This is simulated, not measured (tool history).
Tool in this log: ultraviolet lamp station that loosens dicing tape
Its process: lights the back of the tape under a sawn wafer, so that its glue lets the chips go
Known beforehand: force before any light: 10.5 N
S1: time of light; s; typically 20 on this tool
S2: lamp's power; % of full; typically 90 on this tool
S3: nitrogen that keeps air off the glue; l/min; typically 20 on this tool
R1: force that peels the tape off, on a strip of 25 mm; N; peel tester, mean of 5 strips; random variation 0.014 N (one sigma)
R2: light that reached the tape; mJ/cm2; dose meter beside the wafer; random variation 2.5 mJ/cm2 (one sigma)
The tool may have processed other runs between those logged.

run,hour,S1,S2,S3,R1,R2
1,0.0,20,90,20,0.867,278
2,16.9,20,90,20,0.851,269
3,41.6,20,90,20,0.867,273
4,57.0,20,90,39,0.521,272
5,68.6,20,90,20,0.870,271
# hour 71.2: window cleaned of glue's vapour
6,81.3,20,90,20,0.955,263
7,105.9,20,90,20,0.932,267
8,125.1,20,90,20,0.976,264
9,147.0,16,90,20,1.452,207
# hour 162.7: window cleaned of glue's vapour, once more
10,167.5,15,90,20,1.491,215
11,189.6,12,92,20,2.050,171
12,203.8,12,92,20,2.105,173
13,219.8,12,92,20,2.087,169
14,230.4,12,92,20,2.150,167
15,241.7,23,75,39,0.538,266
16,263.4,19,65,25,1.531,190
17,280.4,19,64,25,1.575,186

What will run 18 give?
18,293.5,20,70,20,?,?

{"run 18": {"R1": 1.395, "R2": 212}}
With no hidden state in the tool, this same run would have given R1 1.109 N, R2 239 mJ/cm2.
